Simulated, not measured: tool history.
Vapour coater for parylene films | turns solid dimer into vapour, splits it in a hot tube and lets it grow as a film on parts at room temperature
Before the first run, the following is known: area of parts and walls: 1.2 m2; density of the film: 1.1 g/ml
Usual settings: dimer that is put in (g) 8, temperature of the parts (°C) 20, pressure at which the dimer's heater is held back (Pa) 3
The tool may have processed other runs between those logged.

run,hour,dimer that is put in (g),temperature of the parts (°C),pressure at which the dimer's heater is held back (Pa),thickness of the film (um)
1,0,8,20,3,4.16
2,19.5,5,20,3,2.57
3,39,5,26,3,2.27
4,58.8,5,26,3,2.28
5,72.6,5,26,3,2.26
6,84.9,5,26,3,2.27
7,105.7,5,26,3,2.27
8,132.2,8,20,2.45,4.07
9,156.3,8,29,3,3.39
10,171.4,8,15,3,4.46
11,186.8,8,15,3,4.46
# hour 195.4: trap's valve overhauled
12,206.2,8,15,3,4.22
13,223.2,8,15,3,4.2
14,249.2,8,15,3,4.2
15,265.6,8,15,3,4.18
16,286,8,15,3,4.18
# hour 305.2: trap's valve overhauled, once more
17,313.8,8,15,3,4.93
18,338.7,8,15,3,4.89
19,358.6,8,20,3,4.46
20,382,8,20,3,4.42
21,400.1,8,20,3,4.41
22,415.4,8,12,3,5.16
23,435.6,8,12,3,5.14
24,446.7,8,12,3,5.14
25,459.9,8,12,3,5.11
26,484.5,6,21,3,3.17
27,506.4,8,14,3.75,4.81
28,524.6,4,25,5.38,1.9
29,537.4,14,19,4.38,7.55
30,556.4,14,19,4.38,7.49
31,571.9,14,19,4.38,7.54
32,597.5,5,20,10.25,2.49
33,612.6,4,20,10.25,1.98
34,638.6,4,20,10.25,1.99
35,662.9,4,20,10.25,1.97
36,682.7,8,23,7.63,3.78
37,699.6,8,23,7.63,3.75
38,726.5,8,23,2.33,3.99
39,747.4,8,30,2.63,3.49
40,768.3,8,30,2.63,3.52
41,780.1,8,30,11.35,3.12
42,798.2,11,19,5.29,5.69
43,817.9,8,20,3.81,4.11
44,835.9,8,20,3.81,4.08
45,856.7,8,23,3,3.94
46,883.1,8,23,3,3.88
47,909.8,8,17,3.39,4.36
48,936,8,17,3.39,4.3

Branching from run 48: 3 alternative next runs. What would each branch give?
A,956.2,6,17,7.79,?
B,956.2,8,14,4.01,?
C,956.2,10,17,3.39,?

run,thickness of the film (um)
A,3.13
B,4.56
C,5.44
With no hidden state in the tool, these same runs would have given:
run,thickness of the film (um)
A,3.36
B,4.9
C,5.85

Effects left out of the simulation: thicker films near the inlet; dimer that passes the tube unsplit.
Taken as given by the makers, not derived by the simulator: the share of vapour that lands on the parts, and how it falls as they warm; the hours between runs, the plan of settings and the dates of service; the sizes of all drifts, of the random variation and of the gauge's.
